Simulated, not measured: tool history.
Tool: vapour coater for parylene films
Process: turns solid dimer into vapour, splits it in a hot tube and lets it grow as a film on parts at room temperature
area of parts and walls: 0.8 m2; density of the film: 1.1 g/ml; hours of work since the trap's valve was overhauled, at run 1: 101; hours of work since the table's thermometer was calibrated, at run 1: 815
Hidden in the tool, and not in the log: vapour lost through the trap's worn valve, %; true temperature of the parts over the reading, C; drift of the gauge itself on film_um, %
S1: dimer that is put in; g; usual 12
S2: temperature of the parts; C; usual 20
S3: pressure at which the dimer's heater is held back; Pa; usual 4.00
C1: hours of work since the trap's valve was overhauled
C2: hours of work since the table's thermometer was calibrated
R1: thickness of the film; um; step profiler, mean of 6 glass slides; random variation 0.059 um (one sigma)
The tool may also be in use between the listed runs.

Run 1, hour 0.0: usual settings; C1 101; C2 815. Result: R1 6.72 um.
Run 2, hour 14.1: usual settings; C1 110; C2 824. Result: R1 6.72 um.
Run 3, hour 32.2: usual settings; C1 122; C2 836. Result: R1 6.58 um.
Run 4, hour 55.3: usual settings; C1 137; C2 850. Result: R1 6.71 um.
Run 5, hour 75.8: usual settings; C1 150; C2 864. Result: R1 6.59 um.
Run 6, hour 100.1: usual settings but S3 2.52 Pa; C1 165; C2 879. Result: R1 7.28 um.
Run 7, hour 131.5: usual settings but S2 19 C; C1 185; C2 899. Result: R1 6.69 um.
Run 8, hour 161.4: usual settings but S1 10 g; C1 205; C2 918. Result: R1 5.31 um.
Run 9, hour 182.9: usual settings but S1 10 g; C1 218; C2 932. Result: R1 5.34 um.
Run 10, hour 201.9: usual settings but S1 10 g; C1 231; C2 944. Result: R1 5.28 um.
Run 11, hour 232.3: usual settings but S1 10 g; C1 250; C2 964. Result: R1 5.21 um.
Run 12, hour 254.8: usual settings; C1 264; C2 978. Result: R1 6.25 um.
Run 13, hour 271.1: usual settings but S3 5.62 Pa; C1 275; C2 989. Result: R1 5.75 um.
Run 14, hour 291.8: usual settings but S3 5.62 Pa; C1 288; C2 1002. Result: R1 5.82 um.
Run 15, hour 320.8: usual settings but S3 5.62 Pa; C1 307; C2 1021. Result: R1 5.81 um.
At hour 343.0: trap's valve overhauled.
Run 16, hour 346.4: usual settings; C1 2; C2 1034. Result: R1 5.98 um.
Run 17, hour 378.3: usual settings but S2 23 C; C1 23; C2 1055. Result: R1 5.48 um.
Run 18, hour 400.5: usual settings but S2 23 C; C1 37; C2 1069. Result: R1 5.50 um.
Run 19, hour 422.2: usual settings but S2 28 C; C1 51; C2 1083. Result: R1 4.62 um.
Run 20, hour 443.7: usual settings but S2 28 C; C1 65; C2 1097. Result: R1 4.57 um.
At hour 457.1: trap's valve overhauled, once more.
Run 21, hour 470.3: usual settings but S2 28 C; C1 8; C2 1111. Result: R1 5.33 um.
Run 22, hour 489.9: usual settings; C1 21; C2 1124. Result: R1 6.73 um.
Run 23, hour 510.5: usual settings; C1 34; C2 1137. Result: R1 6.81 um.
Run 24, hour 537.4: usual settings but S1 7 g, S3 7.00 Pa; C1 51; C2 1154. Result: R1 3.45 um.
Run 25, hour 562.4: usual settings but S1 7 g, S3 7.00 Pa; C1 67; C2 1170. Result: R1 3.40 um.
Run 26, hour 592.2: usual settings but S1 7 g, S3 7.00 Pa; C1 87; C2 1189. Result: R1 3.40 um.
Run 27, hour 619.3: usual settings but S1 7 g, S2 29 C, S3 7.00 Pa; C1 104; C2 1207. Result: R1 2.57 um.
Run 28, hour 645.2: usual settings but S1 7 g, S2 29 C, S3 7.00 Pa; C1 120; C2 1223. Result: R1 2.64 um.
Run 29, hour 667.2: usual settings but S1 7 g, S2 29 C, S3 7.00 Pa; C1 135; C2 1237. Result: R1 2.61 um.
Run 30, hour 681.6: usual settings but S1 7 g, S2 29 C, S3 7.00 Pa; C1 144; C2 1246. Result: R1 2.62 um.
Run 31, hour 702.7: usual settings but S2 12 C, S3 6.70 Pa; C1 157; C2 1260. Result: R1 7.20 um.
Run 32, hour 729.3: usual settings but S3 9.43 Pa; C1 174; C2 1277. Result: R1 5.30 um.
Run 33, hour 760.6: usual settings but S2 13 C, S3 3.91 Pa; C1 194; C2 1297. Result: R1 7.87 um.
Run 34, hour 779.7: usual settings but S2 13 C, S3 3.91 Pa; C1 207; C2 1309. Result: R1 7.86 um.
Run 35, hour 794.4: usual settings but S2 13 C, S3 2.76 Pa; C1 216; C2 1319. Result: R1 8.50 um.
Run 36, hour 812.6: usual settings but S2 13 C, S3 2.76 Pa; C1 228; C2 1330. Result: R1 8.44 um.
Run 37, hour 829.4: usual settings but S1 21 g, S2 27 C; C1 238; C2 1341. Result: R1 8.94 um.
Run 38, hour 847.3: usual settings but S3 2.24 Pa; C1 250; C2 1353. Result: R1 7.06 um.
Run 39, hour 876.2: usual settings but S2 18 C, S3 2.24 Pa; C1 268; C2 1371. Result: R1 7.46 um.
Run 40, hour 901.1: usual settings but S2 16 C, S3 2.24 Pa; C1 284; C2 1387. Result: R1 7.92 um.
Run 41, hour 920.3: usual settings but S1 9 g; C1 297; C2 1399. Result: R1 4.62 um.
Run 42, hour 934.4: usual settings but S2 13 C, S3 2.00 Pa; C1 306; C2 1408. Result: R1 8.70 um.
Run 43, hour 951.6: usual settings but S2 16 C; C1 317; C2 1419. Result: R1 6.81 um.
At hour 958.6: trap's valve overhauled.
Run 44, hour 976.4: usual settings but S2 16 C; C1 11; C2 1433. Result: R1 7.58 um.
Run 45, hour 999.0: usual settings but S3 3.74 Pa; C1 26; C2 1447. Result: R1 6.90 um.

Hidden state or all else? Some run-to-run changes of R1, split into what the settings, what came in and random variation would give without the hidden state, and what is left for the hidden state (with any gauge scatter that isn't in both results):
Run 20 -> 21: trap's valve overhauled, once more. R1 +0.76 um: hidden state +0.75, all else +0.01.
Run 23 -> 24: S1 12 -> 7, S3 4.00 -> 7.00. R1 -3.36 um: hidden state +0.09, all else -3.45.
Run 30 -> 31: S1 7 -> 12, S2 29 -> 12, S3 7.00 -> 6.70. R1 +4.58 um: hidden state -0.37, all else +4.95.
Run 41 -> 42: S1 9 -> 12, S2 20 -> 13, S3 4.00 -> 2.00. R1 +4.08 um: hidden state -0.60, all else +4.68.
Run 43 -> 44: trap's valve overhauled. R1 +0.77 um: hidden state +0.87, all else -0.10.
